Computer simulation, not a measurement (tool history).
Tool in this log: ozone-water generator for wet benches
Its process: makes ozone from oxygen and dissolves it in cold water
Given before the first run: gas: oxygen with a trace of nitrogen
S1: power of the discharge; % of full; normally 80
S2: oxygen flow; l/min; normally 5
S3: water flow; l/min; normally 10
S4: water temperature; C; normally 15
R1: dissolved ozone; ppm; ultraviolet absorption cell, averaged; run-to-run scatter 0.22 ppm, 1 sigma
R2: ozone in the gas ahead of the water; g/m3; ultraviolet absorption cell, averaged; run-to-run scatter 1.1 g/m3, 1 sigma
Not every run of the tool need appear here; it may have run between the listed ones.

run	hour	S1	S2	S3	S4	R1	R2
1	0	80	5	10	15	32.4	192.1
2	37.7	80	5	10	15	32.6	191.9
3	78.9	80	5	10	19	29.8	190
4	129.6	80	5	10	19	30	188.3
# hour 170.8: water thermometer calibrated
5	187.3	80	5	10	15	32.8	191.6
6	253.6	80	5	10	15	32.4	190.9
7	303.9	80	5	10	15	32.3	190.5
8	347	80	5	10	15	32.7	189.3
9	409.8	62	5	10	15	26.9	158.8
10	439	80	5	11	15	30.6	189.7
11	493.7	80	5	11	15	30.4	189.2
12	561.1	90	5	10	15	35.3	204.2
13	614.6	47	5	14	15	17.2	129.5
14	648.5	47	5	14	15	17	126.9
15	683.8	47	6.98	12	15	19	110.5
16	747.4	58	4.83	8	15	29.7	153.3
17	777.6	58	4.83	8	15	29.7	151.6
18	824.9	65	3.34	9	10	32.9	198.6
19	886.6	41	5	15	15	14.8	116.3
20	934.2	55	5.95	8	18	25.9	131.1
21	969.4	80	5	10	8	36.9	186.9
22	1033.6	80	5	10	8	36.6	187.9
23	1063.3	49	5	10	19	21.2	132.3
24	1112.1	49	5	10	19	21.1	130.1

Predict each of these 3 candidate next runs independently; none follows another, all start after run 24:
A	1173.8	49	6.64	10	19	?	?
B	1173.8	49	8.19	11	16	?	?
C	1173.8	86	4.83	6	15	?	?

run	R1	R2
A	20.4	113.8
B	19.9	104.2
C	45.9	199.2
The same runs, with their run-to-run variation unchanged, on a tool lacking any hidden condition would have given:
run	R1	R2
A	20.4	116.2
B	19.9	106.3
C	45.9	203.4
